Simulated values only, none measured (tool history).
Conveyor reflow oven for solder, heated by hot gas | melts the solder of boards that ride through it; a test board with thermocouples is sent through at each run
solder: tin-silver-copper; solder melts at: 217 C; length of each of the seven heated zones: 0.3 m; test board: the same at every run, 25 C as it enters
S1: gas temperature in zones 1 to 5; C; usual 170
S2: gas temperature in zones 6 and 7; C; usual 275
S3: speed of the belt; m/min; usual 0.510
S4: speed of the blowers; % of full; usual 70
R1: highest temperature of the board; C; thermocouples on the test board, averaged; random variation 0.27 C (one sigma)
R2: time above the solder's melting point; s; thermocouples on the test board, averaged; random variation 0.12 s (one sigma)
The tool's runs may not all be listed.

| run | hour | S1 | S2 | S3 | S4 | R1 | R2 |
|---|---|---|---|---|---|---|---|
| 1 | 0.0 | 170 | 275 | 0.510 | 70 | 258.3 | 57.3 |
| 2 | 33.7 | 170 | 275 | 0.510 | 70 | 258.3 | 56.9 |
|  | 59.8 | flux residue cleaned out of gas plates and filters |
| 3 | 77.0 | 170 | 275 | 0.492 | 70 | 260.8 | 61.1 |
| 4 | 107.5 | 170 | 275 | 0.492 | 70 | 260.0 | 60.8 |
| 5 | 155.1 | 173 | 275 | 0.510 | 70 | 260.0 | 58.9 |
| 6 | 187.2 | 170 | 275 | 0.510 | 70 | 259.2 | 57.5 |
| 7 | 233.7 | 170 | 275 | 0.467 | 70 | 261.3 | 64.9 |
| 8 | 262.4 | 170 | 275 | 0.510 | 70 | 258.1 | 57.1 |
| 9 | 308.0 | 170 | 263 | 0.510 | 70 | 247.1 | 49.8 |
|  | 337.9 | flux residue cleaned out of gas plates and filters |
| 10 | 347.7 | 170 | 263 | 0.510 | 70 | 248.5 | 51.3 |
| 11 | 390.5 | 170 | 263 | 0.510 | 70 | 248.3 | 51.0 |
|  | 396.7 | belt drive overhauled, speed set with a stopwatch |
| 12 | 436.9 | 170 | 275 | 0.510 | 70 | 258.9 | 58.8 |
| 13 | 478.7 | 170 | 275 | 0.510 | 70 | 258.5 | 58.7 |
| 14 | 526.4 | 172 | 275 | 0.510 | 70 | 259.2 | 59.4 |
| 15 | 556.3 | 170 | 275 | 0.553 | 70 | 255.8 | 51.8 |
| 16 | 578.6 | 170 | 275 | 0.496 | 63 | 258.1 | 59.5 |
| 17 | 598.6 | 175 | 272 | 0.510 | 70 | 256.7 | 58.8 |
|  | 609.0 | belt drive overhauled, speed set with a stopwatch, once more |
|  | 627.0 | flux residue cleaned out of gas plates and filters |
| 18 | 652.9 | 175 | 272 | 0.510 | 70 | 255.8 | 55.8 |
| 19 | 688.2 | 169 | 286 | 0.466 | 69 | 269.8 | 67.6 |
| 20 | 708.8 | 169 | 286 | 0.466 | 70 | 270.9 | 67.4 |
| 21 | 732.2 | 169 | 263 | 0.502 | 80 | 248.7 | 50.8 |
| 22 | 769.2 | 169 | 263 | 0.502 | 80 | 248.7 | 50.6 |
| 23 | 797.2 | 161 | 288 | 0.490 | 56 | 264.6 | 58.6 |
| 24 | 833.2 | 161 | 288 | 0.490 | 56 | 264.2 | 58.6 |
| 25 | 875.4 | 161 | 288 | 0.490 | 56 | 264.3 | 58.4 |
|  | 906.9 | flux residue cleaned out of gas plates and filters |
| 26 | 915.8 | 161 | 288 | 0.490 | 56 | 265.6 | 59.2 |
| 27 | 959.9 | 161 | 288 | 0.490 | 56 | 264.8 | 59.0 |
| 28 | 988.1 | 161 | 288 | 0.490 | 56 | 264.9 | 59.0 |
| 29 | 1033.0 | 179 | 275 | 0.475 | 70 | 260.1 | 64.8 |
| 30 | 1064.9 | 170 | 277 | 0.510 | 70 | 258.6 | 56.1 |

Measured less the same run without the tool's hidden state. The same run-to-run variation is in both; the gauge's scatter may not be:
The hidden state here: heat that the gas passes to the board, % of a clean oven's; belt's true speed, % of the reading; true gas temperature in zones 6 and 7 over the reading, C; drift of the gauge itself on peak_c, C; drift of the gauge itself on liquid_s, %.
| run | R1 | R2 |
|---|---|---|
| 1 | -1.2 | +0.6 |
| 2 | -1.4 | +0.4 |
| 3 | -0.1 | +1.6 |
| 4 | -0.4 | +1.4 |
| 5 | -0.6 | +1.2 |
| 6 | -0.8 | +1.0 |
| 7 | -1.1 | +1.1 |
| 8 | -1.4 | +0.7 |
| 9 | -1.6 | +0.0 |
| 10 | -0.5 | +1.4 |
| 11 | -0.7 | +1.1 |
| 12 | -0.5 | +2.5 |
| 13 | -0.8 | +2.3 |
| 14 | -1.1 | +2.2 |
| 15 | -1.2 | +1.7 |
| 16 | -1.3 | +2.0 |
| 17 | -1.6 | +1.8 |
| 18 | -1.9 | -1.1 |
| 19 | -2.2 | -0.9 |
| 20 | -2.3 | -1.0 |
| 21 | -2.4 | -1.7 |
| 22 | -2.7 | -2.0 |
| 23 | -2.9 | -1.5 |
| 24 | -3.1 | -1.7 |
| 25 | -3.4 | -1.8 |
| 26 | -2.1 | -0.8 |
| 27 | -2.4 | -1.0 |
| 28 | -2.6 | -1.1 |
| 29 | -2.8 | -1.2 |
| 30 | -3.2 | -1.5 |
